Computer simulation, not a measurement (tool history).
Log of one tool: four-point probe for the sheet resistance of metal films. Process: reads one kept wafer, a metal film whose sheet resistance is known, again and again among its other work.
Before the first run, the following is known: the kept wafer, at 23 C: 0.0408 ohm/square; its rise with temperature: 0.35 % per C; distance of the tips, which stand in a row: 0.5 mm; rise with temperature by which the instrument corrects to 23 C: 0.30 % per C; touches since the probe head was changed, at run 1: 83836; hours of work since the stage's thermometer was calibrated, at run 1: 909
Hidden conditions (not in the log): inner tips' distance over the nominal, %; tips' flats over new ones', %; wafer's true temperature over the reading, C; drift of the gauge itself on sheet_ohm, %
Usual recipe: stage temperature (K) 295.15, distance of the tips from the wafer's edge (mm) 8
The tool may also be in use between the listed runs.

run	hour	stage temperature (K)	distance of the tips from the wafer's edge (mm)	touches since the probe head was changed	hours of work since the stage's thermometer was calibrated	sheet resistance as the instrument gives it (ohm/square)
1	0.0	295.15	8	83836	909	0.040877
2	130.1	295.15	8	88244	970	0.040889
3	226.0	295.15	8	91490	1015	0.040870
4	355.3	295.15	8	95870	1076	0.040871
5	446.5	295.15	8	98957	1119	0.040870
6	569.9	295.15	3	103139	1177	0.041390
7	636.4	295.15	3	105389	1208	0.041377
8	739.3	295.15	3	108876	1256	0.041414
9	801.7	295.15	32	110989	1286	0.040797
10	913.2	295.15	11	114763	1338	0.040833
11	1024.0	295.15	43	118516	1390	0.040801
12	1083.8	295.15	16	120542	1418	0.040812
13	1199.4	295.15	16	124456	1472	0.040802
14	1293.2	295.15	16	127634	1517	0.040811
15	1363.2	299.15	8	130004	1550	0.040951
16	1444.3	299.15	8	132750	1588	0.040959
17	1512.9	299.15	8	135077	1620	0.040947
18	1618.7	299.15	8	138657	1670	0.040939
19	1673.3	299.15	8	140506	1695	0.040932
20	1767.2	297.15	8	143688	1739	0.040923
21	1896.5	297.15	8	148067	1800	0.040926
22	1985.4	295.15	14	151080	1842	0.040815
23	2098.6	295.15	14	154911	1895	0.040831
24	2229.2	308.15	3	159334	1957	0.041621
25	2312.3	308.15	3	162148	1996	0.041632
26	2391.4	302.15	11	164829	2033	0.040959
27	2480.7	301.15	5	167852	2075	0.041132
28	2545.4	295.15	8	170044	2105	0.040874
29	2658.6	295.15	8	173878	2159	0.040879
# hour 2743.6: new probe head fitted
30	2755.9	294.15	3	417	2204	0.041360
31	2847.0	294.15	3	3503	2247	0.041350
32	2944.4	293.15	24	6803	2292	0.040747
33	3061.6	293.15	24	10771	2348	0.040751
34	3173.3	293.15	24	14556	2400	0.040743
35	3270.4	295.15	14	17844	2446	0.040804
36	3336.5	297.15	8	20080	2477	0.040884
37	3441.3	295.15	27	23631	2526	0.040782
38	3552.4	295.15	9	27394	2578	0.040851
39	3629.9	295.15	9	30020	2615	0.040840
40	3715.4	295.15	8	32914	2655	0.040853
# hour 3753.0: stage's thermometer calibrated
41	3822.9	295.15	8	36539	33	0.040850
42	3883.0	295.15	27	38576	61	0.040783
43	3941.5	295.15	17	40556	89	0.040822
44	4025.0	304.15	19	43384	128	0.040960
45	4135.1	304.15	19	47113	180	0.040958

Consider 3 possible next runs. They are alternatives, not a sequence: every one starts from the tool as it was left by run 45. What does each give?
A	4270.5	304.15	8	51699	243	?
B	4270.5	303.15	8	51699	243	?
C	4270.5	304.15	49	51699	243	?

run	sheet resistance as the instrument gives it (ohm/square)
A	0.041017
B	0.041008
C	0.040934
Had the tool no hidden state, the same runs would have come out as:
run	sheet resistance as the instrument gives it (ohm/square)
A	0.041022
B	0.041013
C	0.040939
